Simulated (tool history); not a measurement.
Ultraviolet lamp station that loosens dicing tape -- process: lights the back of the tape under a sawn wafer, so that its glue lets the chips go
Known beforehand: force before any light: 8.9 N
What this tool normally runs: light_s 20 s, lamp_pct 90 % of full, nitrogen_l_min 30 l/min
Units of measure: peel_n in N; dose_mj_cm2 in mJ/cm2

run	day	light_s	lamp_pct	nitrogen_l_min	peel_n	dose_mj_cm2
1	0	20	90	30	0.908	294
2	0.696	20	90	30	0.909	290
3	1.508	20	90	30	0.866	286
4	2.238	20	90	50	0.616	287
5	3.067	20	90	50	0.65	279
# day 3.15: window cleaned of glue's vapour
6	3.542	20	62	30	1.859	191
7	4.55	19	93	27	1.149	268
8	5.417	19	93	27	1.183	263
9	6.371	14	81	14	3.235	166
10	7.329	20	83	11	2.464	240
# day 8.362: window cleaned of glue's vapour, once more
11	8.417	20	83	11	2.256	265
12	8.946	11	76	30	2.924	132

4 options for the next run, each taken on its own from the tool as it stands now. Forecast them:
A	9.583	11	88	30	?	?
B	9.583	11	90	15	?	?
C	9.583	34	81	26	?	?
D	9.583	10	78	30	?	?

run	peel_n	dose_mj_cm2
A	2.638	151
B	3.454	150
C	0.418	433
D	3.263	119
The same runs, with their run-to-run variation unchanged, on a tool lacking any hidden condition would have given:
run	peel_n	dose_mj_cm2
A	2.167	175
B	2.966	175
C	0.299	503
D	2.778	139
